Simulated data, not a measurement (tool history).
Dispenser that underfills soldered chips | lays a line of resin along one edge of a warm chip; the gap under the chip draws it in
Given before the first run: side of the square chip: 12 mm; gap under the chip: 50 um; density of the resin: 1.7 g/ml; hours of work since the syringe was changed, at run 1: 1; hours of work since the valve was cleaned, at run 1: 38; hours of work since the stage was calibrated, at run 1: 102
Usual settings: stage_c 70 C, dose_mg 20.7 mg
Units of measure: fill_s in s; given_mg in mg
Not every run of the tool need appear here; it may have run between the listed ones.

run,hour,stage_c,dose_mg,hours of work since the syringe was changed,hours of work since the valve was cleaned,hours of work since the stage was calibrated,fill_s,given_mg
1,0,70,20.7,1,38,102,183.6,20
2,8.5,70,20.7,7,44,108,257.7,20.09
# hour 15.5: new syringe of resin
3,21.4,70,20.7,4,52,116,216.4,19.78
4,30.1,70,20.7,9,57,121,304.7,19.96
# hour 33: new syringe of resin
5,38.8,70,20.7,4,63,127,221,19.68
6,44.5,66,18.2,7,66,131,348,17.2
# hour 49.8: new syringe of resin
7,55.1,66,25.8,3,73,137,249.2,24.45
# hour 67.4: new syringe of resin
8,67.6,64,25.8,0,81,145,228.7,24.12
9,80.2,58,20,8,89,153,535.3,18.57
# hour 85.2: new syringe of resin
10,89.6,58,20,3,95,159,387.2,18.63

3 options for the next run, each taken on its own from the tool as it stands now. Forecast them:
A,96.4,75,26.7,7,99,163,?,?
B,96.4,64,20.7,7,99,163,?,?
C,96.4,57,21.8,7,99,163,?,?

run,fill_s,given_mg
A,203.4,24.48
B,361.5,19.15
C,537.8,20.11
With the hidden condition removed and each run's random variation left untouched, the same runs would have given:
run,fill_s,given_mg
A,123.6,26.47
B,217.4,20.7
C,323.3,21.75
